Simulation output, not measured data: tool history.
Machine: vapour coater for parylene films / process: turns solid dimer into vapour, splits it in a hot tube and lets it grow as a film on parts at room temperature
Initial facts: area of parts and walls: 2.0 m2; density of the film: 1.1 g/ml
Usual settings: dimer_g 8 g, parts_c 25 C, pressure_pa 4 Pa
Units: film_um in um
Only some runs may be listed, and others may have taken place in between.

run 1 day=0 | dimer_g=8 parts_c=25 pressure_pa=4 | film_um=2.23
run 2 day=0.521 | dimer_g=9 parts_c=25 pressure_pa=4 | film_um=2.41
run 3 day=1.279 | dimer_g=9 parts_c=25 pressure_pa=4 | film_um=2.44
run 4 day=1.904 | dimer_g=8 parts_c=25 pressure_pa=4 | film_um=2.2
run 5 day=2.592 | dimer_g=8 parts_c=25 pressure_pa=4 | film_um=2.2
run 6 day=3.329 | dimer_g=8 parts_c=25 pressure_pa=4 | film_um=2.2
run 7 day=4.012 | dimer_g=8 parts_c=18 pressure_pa=4 | film_um=2.97
run 8 day=4.671 | dimer_g=8 parts_c=25 pressure_pa=4 | film_um=2.16
run 9 day=5.483 | dimer_g=8 parts_c=25 pressure_pa=4 | film_um=2.13
run 10 day=5.908 | dimer_g=8 parts_c=25 pressure_pa=4 | film_um=2.18
-- day=6.254 trap's valve overhauled
run 11 day=6.546 | dimer_g=8 parts_c=25 pressure_pa=4 | film_um=2.35
run 12 day=6.933 | dimer_g=8 parts_c=25 pressure_pa=4 | film_um=2.3
run 13 day=7.775 | dimer_g=8 parts_c=25 pressure_pa=4 | film_um=2.3
run 14 day=8.25 | dimer_g=8 parts_c=25 pressure_pa=4 | film_um=2.29
run 15 day=8.954 | dimer_g=8 parts_c=25 pressure_pa=4 | film_um=2.35
run 16 day=9.758 | dimer_g=11 parts_c=25 pressure_pa=4 | film_um=3.16
run 17 day=10.129 | dimer_g=8 parts_c=25 pressure_pa=4 | film_um=2.21
run 18 day=10.538 | dimer_g=8 parts_c=25 pressure_pa=4 | film_um=2.34
run 19 day=11.142 | dimer_g=4 parts_c=25 pressure_pa=4 | film_um=1.15
run 20 day=11.654 | dimer_g=4 parts_c=25 pressure_pa=4 | film_um=1.11
run 21 day=12.371 | dimer_g=4 parts_c=22 pressure_pa=4 | film_um=1.36
run 22 day=13.15 | dimer_g=8 parts_c=22 pressure_pa=4 | film_um=2.57
run 23 day=13.592 | dimer_g=6 parts_c=22 pressure_pa=4.02 | film_um=1.98
run 24 day=14.321 | dimer_g=11 parts_c=22 pressure_pa=2.91 | film_um=3.87
run 25 day=14.917 | dimer_g=9 parts_c=30 pressure_pa=2.91 | film_um=2.17
run 26 day=15.592 | dimer_g=6 parts_c=28 pressure_pa=2.2 | film_um=1.69
run 27 day=16.196 | dimer_g=12 parts_c=24 pressure_pa=4.93 | film_um=3.37
run 28 day=16.779 | dimer_g=6 parts_c=25 pressure_pa=9.03 | film_um=1.35
run 29 day=17.525 | dimer_g=5 parts_c=26 pressure_pa=3.89 | film_um=1.36
run 30 day=18.158 | dimer_g=8 parts_c=35 pressure_pa=2.83 | film_um=1.49
run 31 day=18.596 | dimer_g=5 parts_c=35 pressure_pa=7.48 | film_um=0.76
-- day=18.712 table's thermometer calibrated
run 32 day=19.046 | dimer_g=9 parts_c=21 pressure_pa=3.48 | film_um=3.12
run 33 day=19.762 | dimer_g=3 parts_c=30 pressure_pa=3.48 | film_um=0.69
run 34 day=20.329 | dimer_g=8 parts_c=25 pressure_pa=4.49 | film_um=2.18
run 35 day=21.133 | dimer_g=8 parts_c=20 pressure_pa=4 | film_um=2.86
run 36 day=21.6 | dimer_g=13 parts_c=27 pressure_pa=4 | film_um=3.31
-- day=22.162 table's thermometer calibrated, once more
run 37 day=22.429 | dimer_g=13 parts_c=27 pressure_pa=4 | film_um=3.32
run 38 day=22.971 | dimer_g=4 parts_c=31 pressure_pa=4 | film_um=0.81
run 39 day=23.496 | dimer_g=5 parts_c=17 pressure_pa=3.75 | film_um=2.01
run 40 day=23.933 | dimer_g=12 parts_c=23 pressure_pa=10.97 | film_um=2.94
run 41 day=24.292 | dimer_g=12 parts_c=23 pressure_pa=10.97 | film_um=2.87
run 42 day=24.712 | dimer_g=8 parts_c=33 pressure_pa=8.76 | film_um=1.24
run 43 day=25.338 | dimer_g=6 parts_c=25 pressure_pa=9.88 | film_um=1.34
run 44 day=25.742 | dimer_g=9 parts_c=36 pressure_pa=2.68 | film_um=1.59

How would selected steps in film_um from run to run divide? Give the signed amount a tool lacking its hidden state would still show from settings, what came in and random variation, and the signed amount left for the hidden state, including any gauge scatter that is not in both of the compared results.
Hidden state at play: vapour lost through the trap's worn valve, %; true temperature of the parts over the reading, C; drift of the gauge itself on film_um, %.
Run 10 -> 11: trap's valve overhauled. film_um +0.17 um: hidden state +0.18, all else -0.01.
Run 31 -> 32: dimer_g 5 -> 9, parts_c 35 -> 21, pressure_pa 7.48 -> 3.48, table's thermometer calibrated. film_um +2.36 um: hidden state -0.12, all else +2.48.
Run 32 -> 33: dimer_g 9 -> 3, parts_c 21 -> 30. film_um -2.43 um: hidden state +0.12, all else -2.55.
Run 37 -> 38: dimer_g 13 -> 4, parts_c 27 -> 31. film_um -2.51 um: hidden state +0.11, all else -2.62.

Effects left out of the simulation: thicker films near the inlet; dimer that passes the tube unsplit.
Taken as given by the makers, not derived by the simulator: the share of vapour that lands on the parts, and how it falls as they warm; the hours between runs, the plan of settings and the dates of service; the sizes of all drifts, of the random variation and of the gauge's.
